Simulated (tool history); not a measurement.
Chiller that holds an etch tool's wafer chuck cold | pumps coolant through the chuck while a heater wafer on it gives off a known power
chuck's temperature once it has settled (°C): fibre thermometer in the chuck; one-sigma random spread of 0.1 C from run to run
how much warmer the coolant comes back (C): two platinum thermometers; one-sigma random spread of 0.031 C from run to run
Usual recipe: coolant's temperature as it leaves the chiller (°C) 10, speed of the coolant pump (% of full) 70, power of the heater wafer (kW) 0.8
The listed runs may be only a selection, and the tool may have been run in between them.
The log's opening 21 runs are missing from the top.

run   hour  coolant's temperature as it leaves the chiller (°C)  speed of the coolant pump (% of full)  power of the heater wafer (kW)  hours since the coolant was changed and the channels were flushed  hours since the pump was overhauled  hours since the chiller's thermometer was calibrated  chuck's temperature once it has settled (°C)  how much warmer the coolant comes back (C)
     588.5  -- chiller's thermometer calibrated
 22  615.5                                                    3                                     88                           0.447                                                                973                                 2153                                                    27                                           5.5                                        1.31
 23  653.3                                                    1                                     65                           0.797                                                               1011                                 2191                                                    65                                           7.7                                           3
 24  694.8                                                    1                                     65                           0.797                                                               1053                                 2232                                                   106                                           7.8                                           3
 25  723.8                                                   10                                     70                           0.916                                                               1082                                 2261                                                   135                                          17.2                                        3.19
 26    755                                                   10                                     70                           0.916                                                               1113                                 2292                                                   166                                          17.4                                        3.22
     779.2  -- chiller's thermometer calibrated, once more
 27  782.4                                                   10                                     62                           0.414                                                               1139                                 2319                                                     3                                          13.9                                         1.6
 28    823                                                   10                                     62                           0.414                                                               1180                                 2359                                                    44                                            14                                        1.63
 29  846.3                                                    0                                     86                             0.8                                                               1203                                 2383                                                    67                                           5.8                                        2.23
 30  878.7                                                    0                                     86                             0.8                                                               1235                                 2415                                                    99                                           5.8                                        2.29
 31  901.3                                                    3                                    100                           0.413                                                               1258                                 2438                                                   122                                           5.6                                        1.03
 32  942.2                                                   10                                     91                           0.585                                                               1299                                 2479                                                   163                                          14.2                                        1.59

3 ways to go on from here, each from the tool as it stands after run 32. What would each give?
  A  982.3                                                   12                                     70                             0.8                                                               1339                                 2519                                                   203                                             ?                                           ?
  B  982.3                                                   15                                     62                           0.429                                                               1339                                 2519                                                   203                                             ?                                           ?
  C  982.3                                                   10                                     93                           0.585                                                               1339                                 2519                                                   203                                             ?                                           ?

run  chuck's temperature once it has settled (°C)  how much warmer the coolant comes back (C)
  A                                          18.9                                        2.78
  B                                          19.1                                        1.64
  C                                          14.1                                        1.58
Stripped of hidden state, with their random variation kept, the same runs would have yielded:
run  chuck's temperature once it has settled (°C)  how much warmer the coolant comes back (C)
  A                                          18.6                                        2.67
  B                                          18.9                                        1.57
  C                                          13.9                                        1.52
